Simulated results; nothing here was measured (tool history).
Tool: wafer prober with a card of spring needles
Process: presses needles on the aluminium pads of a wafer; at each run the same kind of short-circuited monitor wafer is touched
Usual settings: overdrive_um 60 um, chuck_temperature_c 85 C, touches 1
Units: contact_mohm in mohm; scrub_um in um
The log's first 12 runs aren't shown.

run	hour	overdrive_um	chuck_temperature_c	touches	contact_mohm	scrub_um
13	110.0	51	102	2	301	7.86
# hour 114.1: tips cleaned on abrasive film
14	121.8	51	102	2	292	7.86
# hour 130.9: tips cleaned on abrasive film
15	131.9	60	85	1	274	9.26
16	142.4	60	85	1	295	9.25
# hour 147.7: tips cleaned on abrasive film
17	153.6	60	85	2	278	9.25
# hour 165.2: tips cleaned on abrasive film
18	165.4	73	68	2	268	11.25
# hour 166.3: height of the first contact set anew
19	177.9	73	68	2	280	11.19
# hour 182.8: tips cleaned on abrasive film
20	186.4	73	68	2	265	11.20
21	194.6	73	68	2	273	11.23
# hour 200.6: tips cleaned on abrasive film
22	205.6	73	68	2	267	11.19
23	212.3	61	64	2	281	9.31
# hour 217.4: tips cleaned on abrasive film
24	219.5	60	93	2	276	9.16
# hour 223.5: height of the first contact set anew, once more
25	225.6	60	116	1	295	9.46
26	231.3	60	116	1	303	9.41
# hour 234.9: tips cleaned on abrasive film
27	240.6	64	69	1	282	10.07
28	248.9	64	41	2	274	10.02
# hour 252.5: tips cleaned on abrasive film
29	259.8	64	41	2	266	10.03
30	266.2	60	42	1	285	9.39
# hour 269.6: tips cleaned on abrasive film
31	273.4	58	84	3	274	9.08
32	283.5	58	84	3	282	9.08
# hour 287.3: tips cleaned on abrasive film
33	294.9	60	52	1	282	9.36

4 ways to go on from here, each from the tool as it stands after run 33. What would each give?
# hour 304.1: tips cleaned on abrasive film
A	306.2	71	32	1	?	?
# hour 304.1: tips cleaned on abrasive film
B	306.2	44	45	1	?	?
# hour 304.1: tips cleaned on abrasive film
C	306.2	49	67	1	?	?
# hour 304.1: tips cleaned on abrasive film
D	306.2	69	52	2	?	?

run	contact_mohm	scrub_um
A	262	11.10
B	270	6.85
C	282	7.61
D	264	10.77
Without the tool's hidden state the same runs would have given:
run	contact_mohm	scrub_um
A	256	11.18
B	258	6.93
C	272	7.69
D	260	10.85
